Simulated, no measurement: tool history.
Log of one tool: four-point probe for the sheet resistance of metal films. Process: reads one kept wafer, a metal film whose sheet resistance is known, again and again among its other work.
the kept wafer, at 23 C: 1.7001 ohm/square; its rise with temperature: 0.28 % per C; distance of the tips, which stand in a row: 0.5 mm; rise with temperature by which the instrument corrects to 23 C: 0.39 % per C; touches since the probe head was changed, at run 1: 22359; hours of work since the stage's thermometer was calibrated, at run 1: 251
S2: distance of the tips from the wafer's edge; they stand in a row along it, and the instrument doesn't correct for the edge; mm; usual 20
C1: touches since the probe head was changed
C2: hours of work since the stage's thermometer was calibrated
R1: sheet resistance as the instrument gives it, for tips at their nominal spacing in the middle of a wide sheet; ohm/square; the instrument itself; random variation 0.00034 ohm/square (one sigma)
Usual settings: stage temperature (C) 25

Run 1, hour 0.0: usual settings; C1 22359; C2 251. Result: R1 1.684860 ohm/square.
Run 2, hour 43.5: usual settings; C1 23856; C2 281. Result: R1 1.684435 ohm/square.
Run 3, hour 89.1: usual settings; C1 25426; C2 312. Result: R1 1.683430 ohm/square.
Run 4, hour 131.5: usual settings; C1 26884; C2 341. Result: R1 1.682793 ohm/square.
Run 5, hour 157.5: usual settings; C1 27780; C2 359. Result: R1 1.682250 ohm/square.
Run 6, hour 187.4: usual settings; C1 28810; C2 379. Result: R1 1.682666 ohm/square.
Run 7, hour 210.3: usual settings; C1 29595; C2 395. Result: R1 1.681902 ohm/square.
Run 8, hour 242.6: usual settings but stage temperature (C) 30; C1 30709; C2 417. Result: R1 1.672551 ohm/square.
Run 9, hour 282.5: usual settings but stage temperature (C) 27; C1 32082; C2 444. Result: R1 1.677307 ohm/square.
Run 10, hour 330.8: usual settings but stage temperature (C) 27; C1 33744; C2 477. Result: R1 1.676961 ohm/square.
Run 11, hour 377.5: usual settings but stage temperature (C) 27; C1 35350; C2 509. Result: R1 1.676056 ohm/square.
Run 12, hour 430.9: usual settings but S2 26 mm; C1 37189; C2 546. Result: R1 1.678241 ohm/square.
Run 13, hour 457.8: usual settings but S2 26 mm; C1 38116; C2 564. Result: R1 1.677876 ohm/square.
Run 14, hour 486.1: usual settings; C1 39089; C2 583. Result: R1 1.677900 ohm/square.
Run 15, hour 523.4: usual settings; C1 40372; C2 609. Result: R1 1.676926 ohm/square.
Run 16, hour 569.9: usual settings but S2 3 mm; C1 41973; C2 641. Result: R1 1.700820 ohm/square.
Run 17, hour 616.3: usual settings but stage temperature (C) 28, S2 5 mm; C1 43569; C2 672. Result: R1 1.678993 ohm/square.
Run 18, hour 652.5: usual settings but stage temperature (C) 33, S2 67 mm; C1 44815; C2 697. Result: R1 1.660979 ohm/square.
Run 19, hour 705.4: usual settings but stage temperature (C) 18, S2 3 mm; C1 46637; C2 733. Result: R1 1.710934 ohm/square.
Run 20, hour 752.7: usual settings but stage temperature (C) 18, S2 3 mm; C1 48262; C2 765. Result: R1 1.710162 ohm/square.
Run 21, hour 777.5: usual settings but stage temperature (C) 18, S2 3 mm; C1 49119; C2 782. Result: R1 1.709696 ohm/square.
Run 22, hour 830.4: usual settings but stage temperature (C) 27, S2 57 mm; C1 50938; C2 819. Result: R1 1.668544 ohm/square.
Run 23, hour 870.3: usual settings but stage temperature (C) 23, S2 26 mm; C1 52311; C2 846. Result: R1 1.674780 ohm/square.
Run 24, hour 920.1: usual settings but stage temperature (C) 20, S2 6 mm; C1 54023; C2 880. Result: R1 1.685484 ohm/square.
Run 25, hour 972.1: usual settings but stage temperature (C) 20, S2 6 mm; C1 55815; C2 915. Result: R1 1.684324 ohm/square.
Run 26, hour 998.6: usual settings but stage temperature (C) 32, S2 27 mm; C1 56728; C2 934. Result: R1 1.657873 ohm/square.
Run 27, hour 1033.9: usual settings but stage temperature (C) 30, S2 63 mm; C1 57942; C2 958. Result: R1 1.660549 ohm/square.
Run 28, hour 1060.7: usual settings but stage temperature (C) 30, S2 63 mm; C1 58863; C2 976. Result: R1 1.659541 ohm/square.
Run 29, hour 1107.6: usual settings but stage temperature (C) 30, S2 63 mm; C1 60477; C2 1008. Result: R1 1.659555 ohm/square.
Run 30, hour 1153.9: usual settings but stage temperature (C) 30, S2 63 mm; C1 62071; C2 1040. Result: R1 1.658831 ohm/square.
Run 31, hour 1183.3: usual settings but stage temperature (C) 30, S2 63 mm; C1 63085; C2 1060. Result: R1 1.658588 ohm/square.

Hidden state or all else? Some run-to-run changes of R1, split into what the settings, what came in and random variation would give without the hidden state, and what is left for the hidden state (with any gauge scatter that isn't in both results):
The hidden state here: inner tips' distance over the nominal, %; tips' flats over new ones', %; wafer's true temperature over the reading, C; drift of the gauge itself on sheet_ohm, %.
Run 15 -> 16: S2 20 -> 3. R1 +0.023894 ohm/square: hidden state -0.000975, all else +0.024869.
Run 18 -> 19: stage temperature (C) 33 -> 18, S2 67 -> 3. R1 +0.049955 ohm/square: hidden state -0.001540, all else +0.051495.
Run 21 -> 22: stage temperature (C) 18 -> 27, S2 3 -> 57. R1 -0.041152 ohm/square: hidden state -0.000265, all else -0.040887.
Run 23 -> 24: stage temperature (C) 23 -> 20, S2 26 -> 6. R1 +0.010704 ohm/square: hidden state -0.000907, all else +0.011611.
Run 25 -> 26: stage temperature (C) 20 -> 32, S2 6 -> 27. R1 -0.026451 ohm/square: hidden state +0.000092, all else -0.026543.

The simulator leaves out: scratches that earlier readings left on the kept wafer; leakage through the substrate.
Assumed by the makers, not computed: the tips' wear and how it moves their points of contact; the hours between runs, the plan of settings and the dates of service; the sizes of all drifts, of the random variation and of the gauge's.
